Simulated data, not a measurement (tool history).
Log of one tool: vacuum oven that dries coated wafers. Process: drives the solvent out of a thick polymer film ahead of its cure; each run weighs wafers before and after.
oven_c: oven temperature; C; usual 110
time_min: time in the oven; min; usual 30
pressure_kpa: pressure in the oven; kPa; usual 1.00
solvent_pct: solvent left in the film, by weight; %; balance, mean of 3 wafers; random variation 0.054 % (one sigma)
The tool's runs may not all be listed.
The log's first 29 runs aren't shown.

Run 30, hour 816.3: usual settings but oven_c 105 C, time_min 16 min, pressure_kpa 1.72 kPa. Result: solvent_pct 6.67 %.
Run 31, hour 847.6: usual settings but oven_c 106 C. Result: solvent_pct 2.97 %.
Run 32, hour 868.6: usual settings but oven_c 106 C. Result: solvent_pct 3.03 %.
Run 33, hour 893.2: usual settings but oven_c 124 C, time_min 46 min, pressure_kpa 1.08 kPa. Result: solvent_pct 1.04 %.
Run 34, hour 918.3: usual settings but oven_c 103 C, pressure_kpa 2.25 kPa. Result: solvent_pct 5.51 %.
Run 35, hour 950.1: usual settings but oven_c 103 C, time_min 25 min, pressure_kpa 1.18 kPa. Result: solvent_pct 4.83 %.
Run 36, hour 982.3: usual settings but oven_c 112 C, time_min 17 min. Result: solvent_pct 3.65 %.
Run 37, hour 1005.3: usual settings but oven_c 112 C, pressure_kpa 2.40 kPa. Result: solvent_pct 3.60 %.
Run 38, hour 1031.0: usual settings but oven_c 103 C, time_min 16 min, pressure_kpa 2.93 kPa. Result: solvent_pct 8.83 %.
Run 39, hour 1060.7: usual settings but oven_c 118 C. Result: solvent_pct 1.26 %.
Run 40, hour 1090.4: usual settings but oven_c 123 C, time_min 24 min, pressure_kpa 3.55 kPa. Result: solvent_pct 3.20 %.
Run 41, hour 1117.5: usual settings but oven_c 116 C, time_min 53 min. Result: solvent_pct 1.40 %.
Run 42, hour 1144.7: usual settings but oven_c 107 C, time_min 53 min, pressure_kpa 0.72 kPa. Result: solvent_pct 1.51 %.

Forecast run 43:
Run 43, hour 1165.7: usual settings but oven_c 107 C, time_min 41 min, pressure_kpa 0.56 kPa. Result: solvent_pct ?.

solvent_pct: 1.67 %
Without the tool's hidden state the same run would have given solvent_pct 1.22 %.
